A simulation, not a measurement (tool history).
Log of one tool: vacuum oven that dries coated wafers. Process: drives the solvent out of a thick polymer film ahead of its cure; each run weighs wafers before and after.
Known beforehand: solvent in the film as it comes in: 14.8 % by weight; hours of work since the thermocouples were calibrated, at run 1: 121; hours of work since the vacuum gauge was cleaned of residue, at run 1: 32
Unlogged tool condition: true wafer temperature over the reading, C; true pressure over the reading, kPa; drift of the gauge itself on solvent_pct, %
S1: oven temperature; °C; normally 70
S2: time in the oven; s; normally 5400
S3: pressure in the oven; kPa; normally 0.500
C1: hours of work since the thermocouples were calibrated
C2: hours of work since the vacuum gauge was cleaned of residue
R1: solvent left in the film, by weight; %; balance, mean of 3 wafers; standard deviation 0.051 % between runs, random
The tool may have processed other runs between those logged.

| run | hour | S1 | S2 | S3 | C1 | C2 | R1 |
|---|---|---|---|---|---|---|---|
| 1 | 0.0 | 70 | 5400 | 0.500 | 121 | 32 | 1.11 |
| 2 | 13.1 | 70 | 5400 | 0.500 | 128 | 39 | 1.13 |
| 3 | 27.4 | 70 | 5400 | 0.500 | 135 | 46 | 1.07 |
| 4 | 45.7 | 70 | 3360 | 0.500 | 145 | 55 | 2.02 |
| 5 | 57.3 | 70 | 3360 | 0.500 | 150 | 61 | 2.12 |
| 6 | 69.5 | 70 | 3360 | 0.500 | 157 | 67 | 2.07 |
| 7 | 77.2 | 70 | 8280 | 0.500 | 160 | 71 | 0.71 |
| 8 | 89.9 | 70 | 8280 | 0.500 | 167 | 77 | 0.77 |
| 9 | 108.4 | 56 | 2940 | 1.090 | 176 | 87 | 7.89 |
| 10 | 126.8 | 56 | 9420 | 1.212 | 186 | 96 | 4.25 |
| 11 | 137.1 | 78 | 6960 | 0.967 | 191 | 101 | 0.94 |

Run 12 comes next. What will it give?
|  | 140.8 | oven's thermocouples calibrated |
| 12 | 152.5 | 75 | 7200 | 0.434 | 6 | 108 | ? |

Run 12 yielded R1 0.47 %.
Had the tool carried no hidden state, the very same run would have given R1 0.43 %.
